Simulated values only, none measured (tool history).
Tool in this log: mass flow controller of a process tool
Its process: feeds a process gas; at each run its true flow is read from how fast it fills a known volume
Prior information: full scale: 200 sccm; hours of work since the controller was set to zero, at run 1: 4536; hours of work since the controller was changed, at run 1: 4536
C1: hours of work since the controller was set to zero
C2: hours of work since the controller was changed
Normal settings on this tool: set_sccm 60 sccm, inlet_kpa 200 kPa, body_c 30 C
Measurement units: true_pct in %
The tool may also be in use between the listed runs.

{"run": 1, "day": 0.0, "set_sccm": 60, "inlet_kpa": 200, "body_c": 30, "C1": 4536, "C2": 4536, "true_pct": 98.64}
{"run": 2, "day": 12.817, "set_sccm": 60, "inlet_kpa": 200, "body_c": 30, "C1": 4706, "C2": 4706, "true_pct": 98.61}
{"run": 3, "day": 29.404, "set_sccm": 60, "inlet_kpa": 200, "body_c": 30, "C1": 4927, "C2": 4927, "true_pct": 98.78}
{"run": 4, "day": 45.333, "set_sccm": 60, "inlet_kpa": 233, "body_c": 30, "C1": 5138, "C2": 5138, "true_pct": 98.86}
{"run": 5, "day": 64.75, "set_sccm": 60, "inlet_kpa": 233, "body_c": 30, "C1": 5397, "C2": 5397, "true_pct": 98.84}
{"run": 6, "day": 77.262, "set_sccm": 60, "inlet_kpa": 179, "body_c": 30, "C1": 5563, "C2": 5563, "true_pct": 98.51}
{"run": 7, "day": 89.088, "set_sccm": 140, "inlet_kpa": 151, "body_c": 34, "C1": 5720, "C2": 5720, "true_pct": 98.78}
{"run": 8, "day": 99.425, "set_sccm": 140, "inlet_kpa": 151, "body_c": 34, "C1": 5857, "C2": 5857, "true_pct": 99.02}
{"run": 9, "day": 112.512, "set_sccm": 174, "inlet_kpa": 222, "body_c": 30, "C1": 6031, "C2": 6031, "true_pct": 99.78}

Run 10 has not been measured yet. What should we expect?
{"day": 120.262, "done": "controller exchanged for a calibrated one"}
{"run": 10, "day": 124.279, "set_sccm": 59, "inlet_kpa": 169, "body_c": 26, "C1": 53, "C2": 53, "true_pct": "?"}

For run 10 the tool returned true_pct 98.74 %.
Were there no unlogged condition in the tool, this run, its random variation unchanged, would have produced true_pct 98.74 %.
